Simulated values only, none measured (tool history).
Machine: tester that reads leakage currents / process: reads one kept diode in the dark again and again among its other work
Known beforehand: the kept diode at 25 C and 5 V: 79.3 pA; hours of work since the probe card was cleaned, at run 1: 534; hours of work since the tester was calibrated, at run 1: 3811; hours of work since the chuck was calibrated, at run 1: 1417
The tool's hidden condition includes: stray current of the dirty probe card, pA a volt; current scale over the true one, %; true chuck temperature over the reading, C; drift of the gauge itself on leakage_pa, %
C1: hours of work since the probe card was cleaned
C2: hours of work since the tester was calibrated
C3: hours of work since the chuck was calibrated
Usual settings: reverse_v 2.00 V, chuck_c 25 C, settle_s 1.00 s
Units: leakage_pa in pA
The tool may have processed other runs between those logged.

{"run": 1, "hour": 0.0, "reverse_v": 2.0, "chuck_c": 25, "settle_s": 1.0, "C1": 534, "C2": 3811, "C3": 1417, "leakage_pa": 70.5}
{"run": 2, "hour": 105.7, "reverse_v": 2.0, "chuck_c": 31, "settle_s": 1.0, "C1": 610, "C2": 3887, "C3": 1494, "leakage_pa": 113.83}
{"run": 3, "hour": 201.5, "reverse_v": 2.0, "chuck_c": 29, "settle_s": 1.0, "C1": 680, "C2": 3957, "C3": 1563, "leakage_pa": 98.7}
{"run": 4, "hour": 307.3, "reverse_v": 2.0, "chuck_c": 29, "settle_s": 1.0, "C1": 757, "C2": 4033, "C3": 1640, "leakage_pa": 99.37}
{"run": 5, "hour": 412.6, "reverse_v": 2.0, "chuck_c": 29, "settle_s": 1.0, "C1": 833, "C2": 4110, "C3": 1716, "leakage_pa": 99.84}
{"run": 6, "hour": 469.1, "reverse_v": 2.0, "chuck_c": 29, "settle_s": 1.0, "C1": 874, "C2": 4151, "C3": 1757, "leakage_pa": 100.16}
{"hour": 494.2, "done": "chuck's temperature calibrated"}
{"run": 7, "hour": 530.6, "reverse_v": 2.0, "chuck_c": 29, "settle_s": 1.0, "C1": 917, "C2": 4194, "C3": 26, "leakage_pa": 83.51}
{"run": 8, "hour": 587.9, "reverse_v": 4.93, "chuck_c": 28, "settle_s": 1.0, "C1": 959, "C2": 4235, "C3": 68, "leakage_pa": 109.66}
{"run": 9, "hour": 660.6, "reverse_v": 7.04, "chuck_c": 44, "settle_s": 5.31, "C1": 1011, "C2": 4288, "C3": 121, "leakage_pa": 402.81}
{"run": 10, "hour": 725.6, "reverse_v": 2.34, "chuck_c": 21, "settle_s": 3.22, "C1": 1058, "C2": 4335, "C3": 168, "leakage_pa": 48.23}
{"hour": 784.8, "done": "probe card cleaned and baked"}
{"run": 11, "hour": 839.1, "reverse_v": 2.0, "chuck_c": 25, "settle_s": 5.65, "C1": 39, "C2": 4415, "C3": 248, "leakage_pa": 60.5}
{"run": 12, "hour": 916.0, "reverse_v": 2.0, "chuck_c": 25, "settle_s": 5.65, "C1": 95, "C2": 4471, "C3": 304, "leakage_pa": 60.92}

3 ways to go on from here, each from the tool as it stands after run 12. What would each give?
{"run": "A", "hour": 980.3, "reverse_v": 2.59, "chuck_c": 27, "settle_s": 1.0, "C1": 142, "C2": 4518, "C3": 350, "leakage_pa": "?"}
{"run": "B", "hour": 980.3, "reverse_v": 8.24, "chuck_c": 42, "settle_s": 1.0, "C1": 142, "C2": 4518, "C3": 350, "leakage_pa": "?"}
{"run": "C", "hour": 980.3, "reverse_v": 2.0, "chuck_c": 51, "settle_s": 0.58, "C1": 142, "C2": 4518, "C3": 350, "leakage_pa": "?"}

run=A leakage_pa=79.59
run=B leakage_pa=374.17
run=C leakage_pa=424.75
Take away the tool's hidden state, keep each run's random variation, and the runs would have read:
run=A leakage_pa=74.96
run=B leakage_pa=353.87
run=C leakage_pa=403.32
